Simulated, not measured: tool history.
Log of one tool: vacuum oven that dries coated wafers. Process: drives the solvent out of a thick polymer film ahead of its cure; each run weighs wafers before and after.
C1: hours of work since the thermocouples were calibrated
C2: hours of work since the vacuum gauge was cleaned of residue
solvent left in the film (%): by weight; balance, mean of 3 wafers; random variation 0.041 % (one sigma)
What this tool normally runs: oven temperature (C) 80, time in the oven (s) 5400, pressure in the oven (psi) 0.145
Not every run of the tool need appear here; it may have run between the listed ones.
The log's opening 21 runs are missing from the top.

run 22 day=15.208 | oven_temperature_(C)=91 time_in_the_oven_(s)=9000 pressure_in_the_oven_(psi)=0.212 | C1=255 C2=366 | solvent_left_in_the_film_(%)=0.77
run 23 day=15.808 | oven_temperature_(C)=80 time_in_the_oven_(s)=5400 pressure_in_the_oven_(psi)=0.508 | C1=262 C2=373 | solvent_left_in_the_film_(%)=4.35
run 24 day=16.371 | oven_temperature_(C)=85 time_in_the_oven_(s)=5940 pressure_in_the_oven_(psi)=0.57 | C1=268 C2=380 | solvent_left_in_the_film_(%)=2.95
run 25 day=17.117 | oven_temperature_(C)=79 time_in_the_oven_(s)=6960 pressure_in_the_oven_(psi)=0.524 | C1=277 C2=388 | solvent_left_in_the_film_(%)=4.09
run 26 day=17.608 | oven_temperature_(C)=87 time_in_the_oven_(s)=5400 pressure_in_the_oven_(psi)=0.566 | C1=283 C2=394 | solvent_left_in_the_film_(%)=2.75
run 27 day=18.258 | oven_temperature_(C)=87 time_in_the_oven_(s)=2820 pressure_in_the_oven_(psi)=0.566 | C1=291 C2=402 | solvent_left_in_the_film_(%)=4.33
run 28 day=19.279 | oven_temperature_(C)=80 time_in_the_oven_(s)=2820 pressure_in_the_oven_(psi)=0.145 | C1=303 C2=414 | solvent_left_in_the_film_(%)=5.29
run 29 day=19.921 | oven_temperature_(C)=80 time_in_the_oven_(s)=2820 pressure_in_the_oven_(psi)=0.145 | C1=311 C2=422 | solvent_left_in_the_film_(%)=5.27
run 30 day=20.496 | oven_temperature_(C)=80 time_in_the_oven_(s)=2820 pressure_in_the_oven_(psi)=0.145 | C1=318 C2=429 | solvent_left_in_the_film_(%)=5.32
run 31 day=21.071 | oven_temperature_(C)=80 time_in_the_oven_(s)=4800 pressure_in_the_oven_(psi)=0.145 | C1=324 C2=436 | solvent_left_in_the_film_(%)=3.14
run 32 day=21.9 | oven_temperature_(C)=80 time_in_the_oven_(s)=4800 pressure_in_the_oven_(psi)=0.145 | C1=334 C2=445 | solvent_left_in_the_film_(%)=3.15
run 33 day=22.475 | oven_temperature_(C)=66 time_in_the_oven_(s)=7740 pressure_in_the_oven_(psi)=0.49 | C1=341 C2=452 | solvent_left_in_the_film_(%)=8.21
run 34 day=23.417 | oven_temperature_(C)=78 time_in_the_oven_(s)=7740 pressure_in_the_oven_(psi)=0.419 | C1=352 C2=463 | solvent_left_in_the_film_(%)=3.59
run 35 day=24.008 | oven_temperature_(C)=80 time_in_the_oven_(s)=8940 pressure_in_the_oven_(psi)=0.145 | C1=359 C2=471 | solvent_left_in_the_film_(%)=1.45
run 36 day=24.929 | oven_temperature_(C)=95 time_in_the_oven_(s)=8940 pressure_in_the_oven_(psi)=0.145 | C1=370 C2=481 | solvent_left_in_the_film_(%)=0.52
run 37 day=25.862 | oven_temperature_(C)=69 time_in_the_oven_(s)=3480 pressure_in_the_oven_(psi)=0.091 | C1=382 C2=493 | solvent_left_in_the_film_(%)=7.82

Here are 3 independent what-if runs from the current tool condition. What would each one return?
run A day=26.888 | oven_temperature_(C)=69 time_in_the_oven_(s)=8160 pressure_in_the_oven_(psi)=0.077 | C1=394 C2=505 | solvent_left_in_the_film_(%)=?
run B day=26.888 | oven_temperature_(C)=69 time_in_the_oven_(s)=7500 pressure_in_the_oven_(psi)=0.091 | C1=394 C2=505 | solvent_left_in_the_film_(%)=?
run C day=26.888 | oven_temperature_(C)=88 time_in_the_oven_(s)=5400 pressure_in_the_oven_(psi)=0.145 | C1=394 C2=505 | solvent_left_in_the_film_(%)=?

run=A solvent_left_in_the_film_(%)=4.44
run=B solvent_left_in_the_film_(%)=4.89
run=C solvent_left_in_the_film_(%)=1.15
With the hidden condition removed and each run's random variation left untouched, the same runs would have given:
run=A solvent_left_in_the_film_(%)=4.24
run=B solvent_left_in_the_film_(%)=4.69
run=C solvent_left_in_the_film_(%)=1.05
